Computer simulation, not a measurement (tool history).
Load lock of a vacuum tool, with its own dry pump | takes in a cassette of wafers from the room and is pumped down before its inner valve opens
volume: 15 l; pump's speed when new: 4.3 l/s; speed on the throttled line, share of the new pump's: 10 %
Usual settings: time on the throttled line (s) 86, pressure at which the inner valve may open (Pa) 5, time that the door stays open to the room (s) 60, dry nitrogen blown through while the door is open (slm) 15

| run | hour | time on the throttled line (s) | pressure at which the inner valve may open (Pa) | time that the door stays open to the room (s) | dry nitrogen blown through while the door is open (slm) | incoming humidity of the room's air, % | time from the closed door until the inner valve may open (s) | rise of the pressure with all valves shut (Pa/min) |
|---|---|---|---|---|---|---|---|---|
| 1 | 0 | 86 | 5 | 60 | 15 | 44.5 | 121 | 0.034 |
| 2 | 146.9 | 86 | 5 | 60 | 15 | 46 | 121.3 | 0.039 |
| 3 | 245.5 | 86 | 5 | 60 | 15 | 44.6 | 119.9 | 0.042 |
| 4 | 371.2 | 86 | 5 | 60 | 15 | 43.3 | 121 | 0.039 |
| 5 | 507.7 | 86 | 5 | 60 | 15 | 42.2 | 120.2 | 0.046 |
| 6 | 626 | 86 | 5 | 60 | 22 | 44.8 | 123.1 | 0.033 |
| 7 | 740 | 86 | 5 | 60 | 22 | 47.6 | 120.6 | 0.038 |
| 8 | 838.8 | 86 | 5 | 60 | 22 | 44.7 | 121.9 | 0.039 |
| 9 | 1027.5 | 158 | 5 | 60 | 15 | 45.7 | 184.1 | 0.038 |
| 10 | 1194.9 | 158 | 5 | 60 | 15 | 45.7 | 182.9 | 0.041 |
| 11 | 1352.2 | 86 | 4 | 60 | 15 | 43.7 | 123.7 | 0.04 |
| 12 | 1469.7 | 86 | 4 | 60 | 15 | 47.2 | 122.9 | 0.05 |
| 13 | 1609.4 | 86 | 5 | 60 | 15 | 43 | 123.6 | 0.043 |
| 14 | 1764.9 | 86 | 5 | 60 | 15 | 48.8 | 122.6 | 0.048 |
| 15 | 1900.8 | 86 | 5 | 60 | 15 | 48.2 | 123.3 | 0.049 |
| 16 | 2013.7 | 86 | 5 | 60 | 15 | 42.7 | 121.8 | 0.043 |
| 17 | 2156.2 | 86 | 5 | 60 | 15 | 42.4 | 112.5 | 0.046 |
| 18 | 2280.5 | 86 | 5 | 60 | 15 | 47 | 113.4 | 0.053 |
| 19 | 2361.3 | 93 | 6 | 142 | 15 | 44.7 | 119.1 | 0.052 |
| 20 | 2445.6 | 93 | 6 | 142 | 15 | 43.8 | 120.7 | 0.065 |
| 21 | 2527.3 | 86 | 5 | 86 | 15 | 46.6 | 113.4 | 0.053 |
| 22 | 2667.3 | 102 | 10 | 39 | 6 | 44.1 | 125.8 | 0.048 |
| 23 | 2828.7 | 102 | 10 | 134 | 32 | 45.3 | 125 | 0.051 |
| 24 | 2980.7 | 102 | 7 | 205 | 14 | 47.1 | 127.3 | 0.073 |
| 25 | 3130.4 | 86 | 5 | 143 | 38 | 43 | 114.5 | 0.049 |
| 26 | 3312.5 | 70 | 5 | 62 | 9 | 44.8 | 99.7 | 0.055 |
| 27 | 3423.4 | 70 | 5 | 177 | 9 | 44.1 | 102.3 | 0.073 |
| 28 | 3576.3 | 51 | 7 | 60 | 15 | 46.3 | 81.3 | 0.055 |
| 29 | 3731.8 | 141 | 7 | 60 | 15 | 41.3 | 162.8 | 0.049 |
| 30 | 3901.7 | 86 | 4 | 60 | 5 | 42.1 | 116.4 | 0.059 |
| 31 | 4060.8 | 86 | 4 | 44 | 5 | 44.8 | 116.5 | 0.059 |
| 32 | 4180.8 | 86 | 6 | 62 | 8 | 45 | 113.1 | 0.068 |
| 33 | 4371.9 | 86 | 6 | 62 | 8 | 46 | 114.2 | 0.064 |
| 34 | 4498.6 | 54 | 8 | 159 | 8 | 46.8 | 84.5 | 0.087 |
| 35 | 4591.1 | 54 | 8 | 130 | 6 | 46.9 | 83.7 | 0.091 |
| 36 | 4694.9 | 86 | 4 | 89 | 15 | 49.6 | 115.9 | 0.066 |

Taken out of this log: 1 entry between the listed runs. Where each belongs, and how the hidden state differs across it:
Between runs 16 and 17: dry pump taken out, an overhauled one fitted (hour 2111.5)
  pump's speed, % of a new pump's: 73.8 -> 97.5; leak at the door's seal, Pa l/s: 0.0063 -> 0.0064
  measured less the result without the state, time from the closed door until the inner valve may open (s): +9.7 -> +0.6; rise of the pressure with all valves shut (Pa/min): +0.016 -> +0.018
